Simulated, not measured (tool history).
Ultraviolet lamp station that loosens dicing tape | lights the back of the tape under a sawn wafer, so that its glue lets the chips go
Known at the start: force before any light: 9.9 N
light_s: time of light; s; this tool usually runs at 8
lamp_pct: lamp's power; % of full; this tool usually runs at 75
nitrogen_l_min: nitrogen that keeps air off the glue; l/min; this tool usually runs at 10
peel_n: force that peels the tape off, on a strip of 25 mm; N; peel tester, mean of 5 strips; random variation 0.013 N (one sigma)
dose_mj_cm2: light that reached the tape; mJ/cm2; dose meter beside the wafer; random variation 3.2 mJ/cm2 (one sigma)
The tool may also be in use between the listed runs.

run 1 day=0 | light_s=8 lamp_pct=75 nitrogen_l_min=10 | peel_n=0.844 dose_mj_cm2=429
run 2 day=0.742 | light_s=8 lamp_pct=75 nitrogen_l_min=10 | peel_n=0.877 dose_mj_cm2=425
run 3 day=1.888 | light_s=8 lamp_pct=75 nitrogen_l_min=10 | peel_n=0.858 dose_mj_cm2=431
run 4 day=3.271 | light_s=8 lamp_pct=75 nitrogen_l_min=10 | peel_n=0.877 dose_mj_cm2=417
run 5 day=4.8 | light_s=8 lamp_pct=75 nitrogen_l_min=10 | peel_n=0.892 dose_mj_cm2=422
run 6 day=5.996 | light_s=8 lamp_pct=75 nitrogen_l_min=9 | peel_n=0.973 dose_mj_cm2=419
run 7 day=7.546 | light_s=8 lamp_pct=75 nitrogen_l_min=10 | peel_n=0.939 dose_mj_cm2=406
run 8 day=8.442 | light_s=8 lamp_pct=73 nitrogen_l_min=10 | peel_n=0.979 dose_mj_cm2=398

For run 9, what comes out?
run 9 day=9.721 | light_s=7 lamp_pct=76 nitrogen_l_min=12 | peel_n=? dose_mj_cm2=?

{"run 9": {"peel_n": 1.026, "dose_mj_cm2": 353}}
Minus the tool's unlogged condition, the same run would have read peel_n 0.643 N, dose_mj_cm2 444 mJ/cm2.
